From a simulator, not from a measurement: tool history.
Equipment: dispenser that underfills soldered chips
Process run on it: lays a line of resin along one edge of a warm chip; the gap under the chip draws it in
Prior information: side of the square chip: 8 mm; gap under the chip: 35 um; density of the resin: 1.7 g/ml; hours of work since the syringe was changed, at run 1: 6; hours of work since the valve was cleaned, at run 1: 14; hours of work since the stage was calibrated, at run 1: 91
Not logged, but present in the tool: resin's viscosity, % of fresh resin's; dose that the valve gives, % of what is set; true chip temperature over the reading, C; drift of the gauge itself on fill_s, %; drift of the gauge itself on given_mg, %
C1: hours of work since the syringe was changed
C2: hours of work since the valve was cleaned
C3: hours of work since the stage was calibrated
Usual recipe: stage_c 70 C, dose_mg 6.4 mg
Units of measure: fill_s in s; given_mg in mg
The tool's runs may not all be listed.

{"run": 1, "hour": 0.0, "stage_c": 70, "dose_mg": 6.4, "C1": 6, "C2": 14, "C3": 91, "fill_s": 68.9, "given_mg": 6.35}
{"hour": 9.4, "done": "new syringe of resin"}
{"run": 2, "hour": 9.4, "stage_c": 70, "dose_mg": 6.4, "C1": 0, "C2": 20, "C3": 97, "fill_s": 56.8, "given_mg": 6.35}
{"run": 3, "hour": 15.4, "stage_c": 70, "dose_mg": 6.4, "C1": 4, "C2": 23, "C3": 101, "fill_s": 65.8, "given_mg": 6.33}
{"run": 4, "hour": 24.4, "stage_c": 70, "dose_mg": 6.4, "C1": 9, "C2": 29, "C3": 106, "fill_s": 78.8, "given_mg": 6.23}
{"hour": 27.8, "done": "new syringe of resin"}
{"run": 5, "hour": 32.7, "stage_c": 70, "dose_mg": 6.4, "C1": 3, "C2": 34, "C3": 111, "fill_s": 63.7, "given_mg": 6.19}
{"run": 6, "hour": 38.7, "stage_c": 70, "dose_mg": 6.4, "C1": 7, "C2": 37, "C3": 115, "fill_s": 72.2, "given_mg": 6.2}
{"run": 7, "hour": 43.8, "stage_c": 70, "dose_mg": 6.86, "C1": 10, "C2": 41, "C3": 118, "fill_s": 80.8, "given_mg": 6.58}
{"hour": 46.4, "done": "new syringe of resin"}
{"run": 8, "hour": 52.7, "stage_c": 70, "dose_mg": 6.4, "C1": 4, "C2": 46, "C3": 123, "fill_s": 65.6, "given_mg": 6.16}
{"run": 9, "hour": 62.0, "stage_c": 70, "dose_mg": 6.4, "C1": 10, "C2": 52, "C3": 129, "fill_s": 81.7, "given_mg": 6.2}
{"hour": 65.1, "done": "new syringe of resin"}
{"run": 10, "hour": 70.2, "stage_c": 70, "dose_mg": 6.4, "C1": 3, "C2": 56, "C3": 134, "fill_s": 64.5, "given_mg": 6.12}
{"run": 11, "hour": 74.7, "stage_c": 70, "dose_mg": 6.4, "C1": 6, "C2": 59, "C3": 137, "fill_s": 70.2, "given_mg": 6.19}
{"hour": 83.6, "done": "new syringe of resin"}
{"run": 12, "hour": 83.6, "stage_c": 70, "dose_mg": 6.4, "C1": 0, "C2": 65, "C3": 142, "fill_s": 56.8, "given_mg": 6.06}
{"run": 13, "hour": 89.3, "stage_c": 70, "dose_mg": 6.4, "C1": 4, "C2": 68, "C3": 145, "fill_s": 66.6, "given_mg": 6.07}
{"run": 14, "hour": 97.2, "stage_c": 65, "dose_mg": 5.91, "C1": 8, "C2": 73, "C3": 150, "fill_s": 96.3, "given_mg": 5.48}
{"hour": 102.2, "done": "new syringe of resin"}
{"run": 15, "hour": 105.5, "stage_c": 65, "dose_mg": 5.91, "C1": 2, "C2": 78, "C3": 155, "fill_s": 78.4, "given_mg": 5.45}
{"run": 16, "hour": 113.8, "stage_c": 72, "dose_mg": 7.39, "C1": 7, "C2": 83, "C3": 160, "fill_s": 68.6, "given_mg": 6.88}
{"hour": 120.6, "done": "new syringe of resin"}
{"run": 17, "hour": 121.7, "stage_c": 72, "dose_mg": 7.39, "C1": 1, "C2": 88, "C3": 165, "fill_s": 56, "given_mg": 6.84}
{"run": 18, "hour": 129.6, "stage_c": 65, "dose_mg": 6.4, "C1": 6, "C2": 93, "C3": 170, "fill_s": 89, "given_mg": 6}
{"run": 19, "hour": 134.1, "stage_c": 65, "dose_mg": 6.4, "C1": 8, "C2": 95, "C3": 173, "fill_s": 96.4, "given_mg": 5.95}
{"run": 20, "hour": 138.2, "stage_c": 65, "dose_mg": 6.4, "C1": 11, "C2": 98, "C3": 175, "fill_s": 106.8, "given_mg": 5.91}
{"hour": 139.3, "done": "new syringe of resin"}
{"run": 21, "hour": 144.0, "stage_c": 65, "dose_mg": 6.4, "C1": 3, "C2": 101, "C3": 179, "fill_s": 81.7, "given_mg": 5.88}
{"run": 22, "hour": 150.8, "stage_c": 74, "dose_mg": 8.16, "C1": 7, "C2": 105, "C3": 183, "fill_s": 64.8, "given_mg": 7.49}
{"run": 23, "hour": 155.7, "stage_c": 56, "dose_mg": 6.67, "C1": 10, "C2": 108, "C3": 186, "fill_s": 153.2, "given_mg": 6.05}
{"hour": 158.2, "done": "new syringe of resin"}
{"run": 24, "hour": 160.8, "stage_c": 84, "dose_mg": 5.55, "C1": 2, "C2": 111, "C3": 189, "fill_s": 38.5, "given_mg": 5.07}
{"run": 25, "hour": 169.6, "stage_c": 82, "dose_mg": 6.97, "C1": 7, "C2": 117, "C3": 194, "fill_s": 47.5, "given_mg": 6.37}

Some steps in fill_s, run to run, broken into two amounts with sign: the step expected even without the hidden condition (settings, incoming material, random variation), and the rest, left for the hidden condition together with whatever gauge scatter is not in both the measured and the hidden-condition-free result:
Run 22 -> 23: stage_c 74 -> 56, dose_mg 8.16 -> 6.67. fill_s +88.4 s: hidden state +34.8, all else +53.6.
Run 23 -> 24: stage_c 56 -> 84, dose_mg 6.67 -> 5.55, new syringe of resin. fill_s -114.7 s: hidden state -46.7, all else -68.
